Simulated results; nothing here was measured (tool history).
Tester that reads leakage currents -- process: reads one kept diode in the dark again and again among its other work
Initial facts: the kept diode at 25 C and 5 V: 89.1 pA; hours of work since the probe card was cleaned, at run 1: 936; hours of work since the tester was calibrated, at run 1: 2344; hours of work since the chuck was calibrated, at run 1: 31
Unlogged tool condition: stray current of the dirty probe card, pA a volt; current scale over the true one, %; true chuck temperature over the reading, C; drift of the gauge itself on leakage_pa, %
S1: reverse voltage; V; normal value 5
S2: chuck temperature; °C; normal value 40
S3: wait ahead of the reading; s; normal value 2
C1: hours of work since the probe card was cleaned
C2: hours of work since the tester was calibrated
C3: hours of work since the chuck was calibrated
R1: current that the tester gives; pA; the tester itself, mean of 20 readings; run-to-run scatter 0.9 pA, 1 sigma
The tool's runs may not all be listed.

run 1 hour=0 | S1=5 S2=40 S3=2 | C1=936 C2=2344 C3=31 | R1=304.1
run 2 hour=100.6 | S1=5 S2=40 S3=2 | C1=1001 C2=2409 C3=97 | R1=302.47
run 3 hour=166.5 | S1=5 S2=40 S3=2 | C1=1044 C2=2452 C3=139 | R1=301.44
run 4 hour=246.4 | S1=11.78 S2=40 S3=2 | C1=1095 C2=2503 C3=191 | R1=412.8
run 5 hour=327.4 | S1=11.78 S2=40 S3=2 | C1=1148 C2=2556 C3=243 | R1=405.8
run 6 hour=480.4 | S1=1.44 S2=40 S3=2 | C1=1247 C2=2655 C3=342 | R1=188.21
run 7 hour=558.8 | S1=1.44 S2=40 S3=2 | C1=1297 C2=2705 C3=393 | R1=187.94
run 8 hour=679.8 | S1=1.44 S2=40 S3=2 | C1=1376 C2=2784 C3=471 | R1=186.67
run 9 hour=754.4 | S1=5 S2=40 S3=2 | C1=1424 C2=2832 C3=520 | R1=293.11
-- hour=844.6 probe card cleaned and baked
run 10 hour=852.6 | S1=5 S2=40 S3=2 | C1=5 C2=2894 C3=581 | R1=283.43
run 11 hour=992.2 | S1=5 S2=40 S3=2 | C1=96 C2=2984 C3=672 | R1=282.17
run 12 hour=1078.1 | S1=5 S2=40 S3=1.39 | C1=151 C2=3040 C3=727 | R1=281.46
-- hour=1091.5 tester calibrated
run 13 hour=1204.5 | S1=5 S2=40 S3=1.39 | C1=232 C2=73 C3=808 | R1=279.45
run 14 hour=1307.2 | S1=5.52 S2=40 S3=0.32 | C1=298 C2=140 C3=874 | R1=288.57
-- hour=1336.9 chuck's temperature calibrated
run 15 hour=1405.4 | S1=1.46 S2=42 S3=1.32 | C1=360 C2=202 C3=44 | R1=227.82
run 16 hour=1510.5 | S1=1.46 S2=42 S3=1.32 | C1=428 C2=270 C3=112 | R1=227.39
run 17 hour=1655.5 | S1=12.89 S2=37 S3=4.58 | C1=522 C2=364 C3=206 | R1=336.3
run 18 hour=1734.6 | S1=6.95 S2=53 S3=2.27 | C1=573 C2=415 C3=257 | R1=871.68
-- hour=1781.3 tester calibrated, once more
run 19 hour=1845 | S1=6.29 S2=38 S3=2 | C1=644 C2=41 C3=328 | R1=274.48
run 20 hour=1959.7 | S1=6.29 S2=38 S3=2 | C1=718 C2=115 C3=402 | R1=272.19
run 21 hour=2044.2 | S1=16.13 S2=30 S3=2 | C1=773 C2=170 C3=456 | R1=209.9
run 22 hour=2171.8 | S1=16.13 S2=30 S3=2 | C1=855 C2=253 C3=539 | R1=209.29
run 23 hour=2253.1 | S1=16.13 S2=30 S3=2 | C1=908 C2=305 C3=592 | R1=210.24
run 24 hour=2365.6 | S1=10.76 S2=44 S3=1.42 | C1=981 C2=378 C3=664 | R1=511.43
run 25 hour=2482.1 | S1=10.76 S2=44 S3=0.84 | C1=1056 C2=454 C3=740 | R1=510.57
run 26 hour=2621.8 | S1=4.27 S2=44 S3=0.84 | C1=1146 C2=544 C3=830 | R1=361.01

4 options for the next run, each taken on its own from the tool as it stands now. Forecast them:
-- hour=2720 chuck's temperature calibrated
run A hour=2726.9 | S1=4.27 S2=29 S3=5.33 | C1=1213 C2=611 C3=5 | R1=?
-- hour=2720 chuck's temperature calibrated
run B hour=2726.9 | S1=4.27 S2=25 S3=0.84 | C1=1213 C2=611 C3=5 | R1=?
-- hour=2720 chuck's temperature calibrated
run C hour=2726.9 | S1=5 S2=21 S3=2 | C1=1213 C2=611 C3=5 | R1=?
-- hour=2720 chuck's temperature calibrated
run D hour=2726.9 | S1=5.37 S2=60 S3=5.87 | C1=1213 C2=611 C3=5 | R1=?

run=A R1=125.62
run=B R1=92.43
run=C R1=71.06
run=D R1=1333.66
The same runs, with their run-to-run variation unchanged, on a tool lacking any hidden condition would have given:
run=A R1=117.66
run=B R1=84.95
run=C R1=62.96
run=D R1=1308.06
